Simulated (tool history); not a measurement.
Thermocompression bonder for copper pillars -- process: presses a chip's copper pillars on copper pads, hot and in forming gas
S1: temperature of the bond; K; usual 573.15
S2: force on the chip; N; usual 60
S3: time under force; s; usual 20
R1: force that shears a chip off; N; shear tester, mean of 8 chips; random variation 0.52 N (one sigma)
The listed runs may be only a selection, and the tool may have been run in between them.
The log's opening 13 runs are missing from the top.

run,hour,S1,S2,S3,R1
14,404.9,573.15,60,20,39.2
15,442.4,573.15,60,20,40.4
16,459.7,573.15,60,20,39.5
# hour 489.6: forming gas filter changed
17,492.6,573.15,59,20,39.2
18,509.4,573.15,59,21,40.4
19,531.1,584.15,65,14,41.9
20,550.8,584.15,88,31,69.8
21,586.1,584.15,88,31,69.4
22,605.7,570.15,80,17,45.7
23,635,574.15,85,28,61.5
24,656.6,574.15,85,28,60.5
25,687.9,596.15,64,12,43.8
26,706.4,573.15,48,21,32.9

Run 27 has not been measured yet. What should we expect?
27,731.3,588.15,48,19,?

{"run 27": {"R1": 36.5}}
With the hidden condition absent and the run-to-run variation left alone, this run would have shown R1 36.6 N.
